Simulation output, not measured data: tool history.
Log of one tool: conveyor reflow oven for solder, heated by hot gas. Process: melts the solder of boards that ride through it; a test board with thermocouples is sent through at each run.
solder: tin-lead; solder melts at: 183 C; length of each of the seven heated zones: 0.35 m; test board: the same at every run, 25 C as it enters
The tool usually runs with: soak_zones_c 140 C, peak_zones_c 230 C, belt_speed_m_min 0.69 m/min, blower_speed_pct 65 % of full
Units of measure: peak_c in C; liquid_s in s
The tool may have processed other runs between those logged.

run 1 hour=0 | soak_zones_c=140 peak_zones_c=230 belt_speed_m_min=0.69 blower_speed_pct=65 | peak_c=217.4 liquid_s=47.4
run 2 hour=48.5 | soak_zones_c=140 peak_zones_c=230 belt_speed_m_min=0.69 blower_speed_pct=65 | peak_c=217.1 liquid_s=46.2
run 3 hour=75.2 | soak_zones_c=140 peak_zones_c=230 belt_speed_m_min=0.69 blower_speed_pct=65 | peak_c=217 liquid_s=46.3
run 4 hour=116.4 | soak_zones_c=148 peak_zones_c=230 belt_speed_m_min=0.69 blower_speed_pct=65 | peak_c=218.3 liquid_s=50.4
run 5 hour=146.3 | soak_zones_c=148 peak_zones_c=230 belt_speed_m_min=0.69 blower_speed_pct=65 | peak_c=218.6 liquid_s=49.7
run 6 hour=199.7 | soak_zones_c=145 peak_zones_c=230 belt_speed_m_min=0.69 blower_speed_pct=65 | peak_c=217.6 liquid_s=48.6
run 7 hour=238.9 | soak_zones_c=145 peak_zones_c=230 belt_speed_m_min=0.69 blower_speed_pct=65 | peak_c=217.6 liquid_s=48.2
-- hour=248.1 belt drive overhauled, speed set with a stopwatch
-- hour=262.7 thermocouples of zones 6 and 7 changed
run 8 hour=288.7 | soak_zones_c=140 peak_zones_c=230 belt_speed_m_min=0.69 blower_speed_pct=65 | peak_c=211.3 liquid_s=42.9
run 9 hour=339.5 | soak_zones_c=140 peak_zones_c=230 belt_speed_m_min=0.69 blower_speed_pct=65 | peak_c=211.8 liquid_s=43.1
run 10 hour=397.6 | soak_zones_c=140 peak_zones_c=221 belt_speed_m_min=0.69 blower_speed_pct=65 | peak_c=203.8 liquid_s=35.9
run 11 hour=430.5 | soak_zones_c=139 peak_zones_c=221 belt_speed_m_min=0.555 blower_speed_pct=59 | peak_c=208 liquid_s=51.8
run 12 hour=463.1 | soak_zones_c=139 peak_zones_c=221 belt_speed_m_min=0.555 blower_speed_pct=59 | peak_c=207.8 liquid_s=51.6
-- hour=505.8 belt drive overhauled, speed set with a stopwatch, once more
run 13 hour=516.6 | soak_zones_c=140 peak_zones_c=236 belt_speed_m_min=0.795 blower_speed_pct=50 | peak_c=203.1 liquid_s=27.9
-- hour=552.5 flux residue cleaned out of gas plates and filters
run 14 hour=561.9 | soak_zones_c=152 peak_zones_c=238 belt_speed_m_min=0.795 blower_speed_pct=50 | peak_c=211.8 liquid_s=38.5

Run 15 comes next. What will it give?
run 15 hour=588.4 | soak_zones_c=140 peak_zones_c=230 belt_speed_m_min=0.69 blower_speed_pct=74 | peak_c=? liquid_s=?

For run 15 the tool returned peak_c 214.9 C, liquid_s 45.3 s.
On a tool with no hidden condition, and with the same random variation, this run would have come out at peak_c 214.7 C, liquid_s 45.1 s.
